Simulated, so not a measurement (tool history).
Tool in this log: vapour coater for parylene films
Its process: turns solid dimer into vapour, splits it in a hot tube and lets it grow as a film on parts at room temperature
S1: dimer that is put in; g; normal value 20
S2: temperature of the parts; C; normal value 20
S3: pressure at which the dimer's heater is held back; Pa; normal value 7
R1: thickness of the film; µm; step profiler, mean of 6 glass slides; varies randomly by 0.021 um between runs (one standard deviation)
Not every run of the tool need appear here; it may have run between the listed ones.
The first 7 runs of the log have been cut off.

run 8 day=5.279 | S1=20 S2=20 S3=11.16 | R1=4.04
run 9 day=5.846 | S1=20 S2=20 S3=3.44 | R1=5.16
run 10 day=6.742 | S1=20 S2=20 S3=3.44 | R1=5.19
run 11 day=7.579 | S1=20 S2=20 S3=3.44 | R1=5.1
run 12 day=8.604 | S1=20 S2=20 S3=3.44 | R1=5.08
run 13 day=9.296 | S1=20 S2=20 S3=7 | R1=4.45
run 14 day=10.308 | S1=20 S2=20 S3=7 | R1=4.44
run 15 day=11.133 | S1=20 S2=20 S3=7 | R1=4.38
run 16 day=12.121 | S1=20 S2=20 S3=7 | R1=4.38
run 17 day=12.933 | S1=20 S2=20 S3=7 | R1=4.38
run 18 day=13.992 | S1=20 S2=20 S3=7 | R1=4.38
run 19 day=15.033 | S1=20 S2=20 S3=7 | R1=4.37
run 20 day=15.771 | S1=20 S2=20 S3=7 | R1=4.34
run 21 day=16.479 | S1=20 S2=20 S3=5.48 | R1=4.59
run 22 day=17.346 | S1=20 S2=20 S3=2.42 | R1=5.35
run 23 day=17.979 | S1=20 S2=19 S3=7 | R1=4.5
run 24 day=18.933 | S1=20 S2=19 S3=3.23 | R1=5.33
run 25 day=19.854 | S1=28 S2=14 S3=10.93 | R1=6.91
run 26 day=20.538 | S1=28 S2=14 S3=10.93 | R1=6.9
run 27 day=21.121 | S1=14 S2=18 S3=4.27 | R1=3.6

Run 28 is up next; what results do you expect?
run 28 day=22.025 | S1=14 S2=22 S3=7 | R1=?

{"run 28": {"R1": 2.8}}
On a tool with no hidden condition, and with the same random variation, this run would have come out at R1 2.91 µm.
